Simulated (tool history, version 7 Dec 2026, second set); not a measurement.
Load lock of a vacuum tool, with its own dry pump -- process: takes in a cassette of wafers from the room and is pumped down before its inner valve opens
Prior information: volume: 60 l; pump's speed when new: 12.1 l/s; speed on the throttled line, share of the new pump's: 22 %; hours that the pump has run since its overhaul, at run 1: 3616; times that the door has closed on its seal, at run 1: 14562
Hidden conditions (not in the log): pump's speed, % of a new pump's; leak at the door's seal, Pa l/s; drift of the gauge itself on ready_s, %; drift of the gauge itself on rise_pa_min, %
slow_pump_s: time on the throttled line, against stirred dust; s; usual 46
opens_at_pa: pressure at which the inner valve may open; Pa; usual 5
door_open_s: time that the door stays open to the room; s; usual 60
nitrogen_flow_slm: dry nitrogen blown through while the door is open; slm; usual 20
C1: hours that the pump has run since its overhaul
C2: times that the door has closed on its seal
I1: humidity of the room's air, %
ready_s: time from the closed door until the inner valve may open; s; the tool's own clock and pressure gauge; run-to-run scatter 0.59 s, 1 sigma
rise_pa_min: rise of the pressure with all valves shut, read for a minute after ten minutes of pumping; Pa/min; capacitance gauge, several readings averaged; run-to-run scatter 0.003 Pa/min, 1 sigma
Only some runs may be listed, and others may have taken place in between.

{"run": 1, "hour": 0.0, "slow_pump_s": 46, "opens_at_pa": 5, "door_open_s": 60, "nitrogen_flow_slm": 20, "C1": 3616, "C2": 14562, "I1": 46.5, "ready_s": 86.8, "rise_pa_min": 0.071}
{"run": 2, "hour": 171.2, "slow_pump_s": 46, "opens_at_pa": 5, "door_open_s": 51, "nitrogen_flow_slm": 20, "C1": 3787, "C2": 15320, "I1": 44.4, "ready_s": 87.1, "rise_pa_min": 0.07}
{"run": 3, "hour": 362.6, "slow_pump_s": 46, "opens_at_pa": 5, "door_open_s": 60, "nitrogen_flow_slm": 20, "C1": 3978, "C2": 16169, "I1": 41.3, "ready_s": 86.5, "rise_pa_min": 0.08}
{"run": 4, "hour": 547.7, "slow_pump_s": 46, "opens_at_pa": 5, "door_open_s": 60, "nitrogen_flow_slm": 20, "C1": 4163, "C2": 16989, "I1": 48.3, "ready_s": 87.5, "rise_pa_min": 0.084}
{"run": 5, "hour": 765.3, "slow_pump_s": 46, "opens_at_pa": 5, "door_open_s": 60, "nitrogen_flow_slm": 20, "C1": 4381, "C2": 17953, "I1": 47.3, "ready_s": 87.5, "rise_pa_min": 0.088}
{"run": 6, "hour": 918.3, "slow_pump_s": 46, "opens_at_pa": 5, "door_open_s": 60, "nitrogen_flow_slm": 20, "C1": 4534, "C2": 18631, "I1": 43.4, "ready_s": 86, "rise_pa_min": 0.094}
{"run": 7, "hour": 1140.4, "slow_pump_s": 38, "opens_at_pa": 5, "door_open_s": 60, "nitrogen_flow_slm": 20, "C1": 4756, "C2": 19615, "I1": 42.4, "ready_s": 80.2, "rise_pa_min": 0.099}
{"run": 8, "hour": 1340.7, "slow_pump_s": 38, "opens_at_pa": 5, "door_open_s": 60, "nitrogen_flow_slm": 20, "C1": 4957, "C2": 20503, "I1": 43.8, "ready_s": 81.2, "rise_pa_min": 0.108}
{"run": 9, "hour": 1453.3, "slow_pump_s": 46, "opens_at_pa": 5, "door_open_s": 60, "nitrogen_flow_slm": 20, "C1": 5069, "C2": 21001, "I1": 47.3, "ready_s": 87.4, "rise_pa_min": 0.106}
{"run": 10, "hour": 1699.3, "slow_pump_s": 46, "opens_at_pa": 5, "door_open_s": 60, "nitrogen_flow_slm": 7, "C1": 5315, "C2": 22092, "I1": 46.1, "ready_s": 87, "rise_pa_min": 0.127}
{"run": 11, "hour": 1828.9, "slow_pump_s": 46, "opens_at_pa": 5, "door_open_s": 60, "nitrogen_flow_slm": 20, "C1": 5445, "C2": 22665, "I1": 44, "ready_s": 88.4, "rise_pa_min": 0.124}
{"run": 12, "hour": 2076.5, "slow_pump_s": 68, "opens_at_pa": 5, "door_open_s": 60, "nitrogen_flow_slm": 20, "C1": 5692, "C2": 23763, "I1": 41.9, "ready_s": 104.5, "rise_pa_min": 0.126}
{"run": 13, "hour": 2268.7, "slow_pump_s": 78, "opens_at_pa": 7, "door_open_s": 73, "nitrogen_flow_slm": 5, "C1": 5885, "C2": 24614, "I1": 43.7, "ready_s": 110.3, "rise_pa_min": 0.145}
{"run": 14, "hour": 2383.8, "slow_pump_s": 78, "opens_at_pa": 7, "door_open_s": 67, "nitrogen_flow_slm": 5, "C1": 6000, "C2": 25124, "I1": 43.9, "ready_s": 110.4, "rise_pa_min": 0.15}
{"run": 15, "hour": 2629.9, "slow_pump_s": 48, "opens_at_pa": 8, "door_open_s": 68, "nitrogen_flow_slm": 5, "C1": 6246, "C2": 26214, "I1": 41.2, "ready_s": 88.1, "rise_pa_min": 0.156}
{"run": 16, "hour": 2777.1, "slow_pump_s": 48, "opens_at_pa": 8, "door_open_s": 68, "nitrogen_flow_slm": 5, "C1": 6393, "C2": 26867, "I1": 44.1, "ready_s": 86.7, "rise_pa_min": 0.166}
{"run": 17, "hour": 2942.0, "slow_pump_s": 56, "opens_at_pa": 5, "door_open_s": 52, "nitrogen_flow_slm": 20, "C1": 6558, "C2": 27598, "I1": 44.4, "ready_s": 95, "rise_pa_min": 0.157}
{"run": 18, "hour": 3087.6, "slow_pump_s": 56, "opens_at_pa": 5, "door_open_s": 52, "nitrogen_flow_slm": 20, "C1": 6703, "C2": 28243, "I1": 45.4, "ready_s": 96, "rise_pa_min": 0.166}
{"run": 19, "hour": 3316.9, "slow_pump_s": 56, "opens_at_pa": 5, "door_open_s": 52, "nitrogen_flow_slm": 20, "C1": 6933, "C2": 29259, "I1": 45.1, "ready_s": 95.7, "rise_pa_min": 0.163}
{"run": 20, "hour": 3527.9, "slow_pump_s": 56, "opens_at_pa": 5, "door_open_s": 52, "nitrogen_flow_slm": 20, "C1": 7144, "C2": 30193, "I1": 45, "ready_s": 96.2, "rise_pa_min": 0.172}
{"run": 21, "hour": 3730.5, "slow_pump_s": 46, "opens_at_pa": 5, "door_open_s": 41, "nitrogen_flow_slm": 20, "C1": 7346, "C2": 31091, "I1": 43.5, "ready_s": 88.6, "rise_pa_min": 0.181}
{"run": 22, "hour": 3842.8, "slow_pump_s": 24, "opens_at_pa": 6, "door_open_s": 237, "nitrogen_flow_slm": 20, "C1": 7459, "C2": 31589, "I1": 44.6, "ready_s": 71.5, "rise_pa_min": 0.2}

Branching from run 22: 5 alternative next runs. What would each branch give?
{"run": "A", "hour": 3949.8, "slow_pump_s": 36, "opens_at_pa": 7, "door_open_s": 237, "nitrogen_flow_slm": 6, "C1": 7566, "C2": 32063, "I1": 42.5, "ready_s": "?", "rise_pa_min": "?"}
{"run": "B", "hour": 3949.8, "slow_pump_s": 46, "opens_at_pa": 5, "door_open_s": 141, "nitrogen_flow_slm": 20, "C1": 7566, "C2": 32063, "I1": 43.2, "ready_s": "?", "rise_pa_min": "?"}
{"run": "C", "hour": 3949.8, "slow_pump_s": 46, "opens_at_pa": 4, "door_open_s": 60, "nitrogen_flow_slm": 20, "C1": 7566, "C2": 32063, "I1": 44.2, "ready_s": "?", "rise_pa_min": "?"}
{"run": "D", "hour": 3949.8, "slow_pump_s": 24, "opens_at_pa": 6, "door_open_s": 237, "nitrogen_flow_slm": 34, "C1": 7566, "C2": 32063, "I1": 47.2, "ready_s": "?", "rise_pa_min": "?"}
{"run": "E", "hour": 3949.8, "slow_pump_s": 70, "opens_at_pa": 5, "door_open_s": 29, "nitrogen_flow_slm": 26, "C1": 7566, "C2": 32063, "I1": 47.9, "ready_s": "?", "rise_pa_min": "?"}

run=A ready_s=78.6 rise_pa_min=0.22
run=B ready_s=88.1 rise_pa_min=0.199
run=C ready_s=89.8 rise_pa_min=0.197
run=D ready_s=71.2 rise_pa_min=0.201
run=E ready_s=105.6 rise_pa_min=0.189
With the hidden condition removed and each run's random variation left untouched, the same runs would have given:
run=A ready_s=75 rise_pa_min=0.04
run=B ready_s=84.6 rise_pa_min=0.014
run=C ready_s=86.1 rise_pa_min=0.014
run=D ready_s=67.3 rise_pa_min=0.018
run=E ready_s=102.5 rise_pa_min=0.007

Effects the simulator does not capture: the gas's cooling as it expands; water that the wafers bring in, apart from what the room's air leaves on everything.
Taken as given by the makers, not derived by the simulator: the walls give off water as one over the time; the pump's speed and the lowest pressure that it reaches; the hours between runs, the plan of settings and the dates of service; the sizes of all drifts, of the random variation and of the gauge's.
